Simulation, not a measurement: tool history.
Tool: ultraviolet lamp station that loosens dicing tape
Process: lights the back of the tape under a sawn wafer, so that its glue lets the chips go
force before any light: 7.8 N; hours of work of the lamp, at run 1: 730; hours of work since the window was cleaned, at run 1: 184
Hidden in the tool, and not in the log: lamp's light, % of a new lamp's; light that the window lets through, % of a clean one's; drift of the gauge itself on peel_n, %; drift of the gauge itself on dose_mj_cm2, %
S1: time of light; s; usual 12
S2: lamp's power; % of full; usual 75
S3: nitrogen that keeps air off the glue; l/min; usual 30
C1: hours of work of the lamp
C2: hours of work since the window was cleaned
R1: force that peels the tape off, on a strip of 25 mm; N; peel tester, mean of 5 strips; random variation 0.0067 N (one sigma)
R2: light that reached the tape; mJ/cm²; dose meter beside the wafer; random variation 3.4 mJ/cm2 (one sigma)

| run | hour | S1 | S2 | S3 | C1 | C2 | R1 | R2 |
|---|---|---|---|---|---|---|---|---|
| 1 | 0 | 12 | 75 | 30 | 730 | 184 | 0.348 | 440 |
| 2 | 58.4 | 12 | 75 | 10 | 777 | 230 | 0.893 | 440 |
| 3 | 154.1 | 15 | 75 | 30 | 853 | 306 | 0.252 | 522 |
| 4 | 235.1 | 12 | 75 | 22 | 917 | 370 | 0.535 | 407 |
| 5 | 314.6 | 12 | 75 | 22 | 980 | 433 | 0.571 | 396 |
| 6 | 386.6 | 12 | 75 | 30 | 1037 | 490 | 0.457 | 393 |
| 7 | 459.5 | 12 | 75 | 30 | 1095 | 548 | 0.468 | 377 |
| 8 | 510.1 | 12 | 75 | 30 | 1135 | 588 | 0.513 | 374 |
|  | 533.5 | window cleaned of glue's vapour |
| 9 | 559 | 12 | 75 | 28 | 1173 | 20 | 0.444 | 410 |
| 10 | 622.3 | 12 | 75 | 28 | 1224 | 70 | 0.462 | 398 |
|  | 679.6 | lamp changed |
| 11 | 685.2 | 12 | 75 | 30 | 4 | 119 | 0.233 | 535 |
| 12 | 770.5 | 12 | 86 | 30 | 72 | 187 | 0.203 | 598 |
| 13 | 842.9 | 12 | 86 | 30 | 130 | 245 | 0.198 | 586 |
| 14 | 919.8 | 12 | 75 | 30 | 191 | 306 | 0.272 | 499 |
| 15 | 1010.5 | 10 | 91 | 17 | 262 | 378 | 0.446 | 491 |
| 16 | 1084.7 | 10 | 91 | 17 | 321 | 436 | 0.478 | 482 |
| 17 | 1183.7 | 14 | 73 | 23 | 400 | 515 | 0.307 | 525 |
| 18 | 1273 | 14 | 73 | 23 | 471 | 586 | 0.325 | 509 |
|  | 1299.3 | window cleaned of glue's vapour |
| 19 | 1315.1 | 8 | 83 | 14 | 504 | 13 | 1.008 | 365 |
| 20 | 1401.6 | 23 | 83 | 16 | 572 | 81 | 0.167 | 1015 |
| 21 | 1500.1 | 23 | 83 | 16 | 650 | 159 | 0.159 | 978 |
| 22 | 1559.8 | 13 | 78 | 58 | 698 | 207 | 0.184 | 509 |
| 23 | 1617.5 | 12 | 75 | 58 | 744 | 252 | 0.223 | 449 |
| 24 | 1670.6 | 16 | 75 | 30 | 786 | 295 | 0.213 | 588 |
| 25 | 1715.3 | 16 | 75 | 51 | 821 | 330 | 0.17 | 573 |
| 26 | 1778.7 | 7 | 88 | 12 | 872 | 380 | 1.619 | 292 |
| 27 | 1872.4 | 12 | 75 | 53 | 946 | 455 | 0.274 | 410 |
| 28 | 1932.5 | 22 | 63 | 53 | 993 | 502 | 0.159 | 619 |

How the hidden state differs across the entries between the runs, from the last listed run before each to the first after it:
Between runs 8 and 9: window cleaned of glue's vapour (hour 533.5)
  lamp's light, % of a new lamp's: 74.8 -> 74.1; light that the window lets through, % of a clean one's: 90.3 -> 99.3
  measured less the result without the state, R1: +0.286 -> +0.208 N; R2: -180 -> -147 mJ/cm²
Between runs 10 and 11: lamp changed (hour 679.6)
  lamp's light, % of a new lamp's: 73.1 -> 98.9; light that the window lets through, % of a clean one's: 98.5 -> 97.8
  measured less the result without the state, R1: +0.232 -> +0.014 N; R2: -156 -> -18 mJ/cm²
Between runs 18 and 19: window cleaned of glue's vapour (hour 1299.3)
  lamp's light, % of a new lamp's: 89.7 -> 89.1; light that the window lets through, % of a clean one's: 90.6 -> 99.7
  measured less the result without the state, R1: +0.106 -> +0.208 N; R2: -118 -> -45 mJ/cm²

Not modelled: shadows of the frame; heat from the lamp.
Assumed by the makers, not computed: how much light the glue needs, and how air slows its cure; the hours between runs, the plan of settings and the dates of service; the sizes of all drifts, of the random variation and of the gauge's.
